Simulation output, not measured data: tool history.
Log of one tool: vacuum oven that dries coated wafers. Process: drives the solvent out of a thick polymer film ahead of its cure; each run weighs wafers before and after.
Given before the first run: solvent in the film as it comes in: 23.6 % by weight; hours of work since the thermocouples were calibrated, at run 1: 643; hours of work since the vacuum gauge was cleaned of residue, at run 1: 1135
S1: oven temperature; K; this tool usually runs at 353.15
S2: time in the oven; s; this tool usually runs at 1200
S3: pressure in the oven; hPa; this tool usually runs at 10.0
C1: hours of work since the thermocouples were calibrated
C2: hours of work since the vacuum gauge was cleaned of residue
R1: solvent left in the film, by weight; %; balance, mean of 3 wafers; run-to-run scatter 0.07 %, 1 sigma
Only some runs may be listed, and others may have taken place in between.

Run 1, hour 0.0: usual settings; C1 643; C2 1135. Result: R1 5.25 %.
Run 2, hour 46.4: usual settings but S2 1380 s; C1 662; C2 1154. Result: R1 4.46 %.
Run 3, hour 140.5: usual settings; C1 701; C2 1193. Result: R1 5.32 %.
Run 4, hour 214.9: usual settings; C1 731; C2 1223. Result: R1 5.38 %.
Run 5, hour 297.6: usual settings; C1 765; C2 1257. Result: R1 5.39 %.
Run 6, hour 371.3: usual settings; C1 795; C2 1287. Result: R1 5.38 %.
Run 7, hour 424.3: usual settings but S1 360.15 K; C1 817; C2 1309. Result: R1 2.44 %.
Run 8, hour 483.6: usual settings but S1 360.15 K; C1 841; C2 1333. Result: R1 2.57 %.
At hour 490.2: oven's thermocouples calibrated.
Run 9, hour 591.3: usual settings but S1 360.15 K; C1 41; C2 1377. Result: R1 2.76 %.
Run 10, hour 649.6: usual settings but S2 1920 s; C1 65; C2 1401. Result: R1 3.06 %.
Run 11, hour 700.9: usual settings; C1 86; C2 1422. Result: R1 5.69 %.
Run 12, hour 799.7: usual settings; C1 127; C2 1462. Result: R1 5.84 %.
Run 13, hour 894.8: usual settings but S3 38.1 hPa; C1 166; C2 1501. Result: R1 7.63 %.
Run 14, hour 991.4: usual settings; C1 206; C2 1541. Result: R1 5.71 %.
Run 15, hour 1057.9: usual settings but S3 7.7 hPa; C1 233; C2 1568. Result: R1 5.67 %.
At hour 1081.0: oven's thermocouples calibrated, once more.
Run 16, hour 1116.3: usual settings but S2 960 s; C1 14; C2 1591. Result: R1 6.19 %.
Run 17, hour 1159.9: usual settings but S1 347.15 K; C1 32; C2 1609. Result: R1 7.76 %.
Run 18, hour 1206.1: usual settings but S1 351.15 K, S2 660 s, S3 5.8 hPa; C1 51; C2 1628. Result: R1 9.48 %.
Run 19, hour 1263.9: usual settings but S1 343.15 K, S2 2100 s, S3 5.8 hPa; C1 75; C2 1652. Result: R1 5.96 %.
Run 20, hour 1326.7: usual settings but S1 343.15 K, S2 960 s, S3 10.1 hPa; C1 101; C2 1678. Result: R1 11.21 %.
Run 21, hour 1428.8: usual settings but S1 366.15 K, S2 1560 s, S3 10.1 hPa; C1 143; C2 1719. Result: R1 0.68 %.

Run 22 comes next. What will it give?
Run 22, hour 1498.1: usual settings but S1 366.15 K, S2 960 s, S3 22.3 hPa; C1 171; C2 1748. Result: R1 ?.

R1: 1.93 %
Take away the tool's hidden state, keep the run-to-run variation as it was, and the same run would have given R1 1.88 %.

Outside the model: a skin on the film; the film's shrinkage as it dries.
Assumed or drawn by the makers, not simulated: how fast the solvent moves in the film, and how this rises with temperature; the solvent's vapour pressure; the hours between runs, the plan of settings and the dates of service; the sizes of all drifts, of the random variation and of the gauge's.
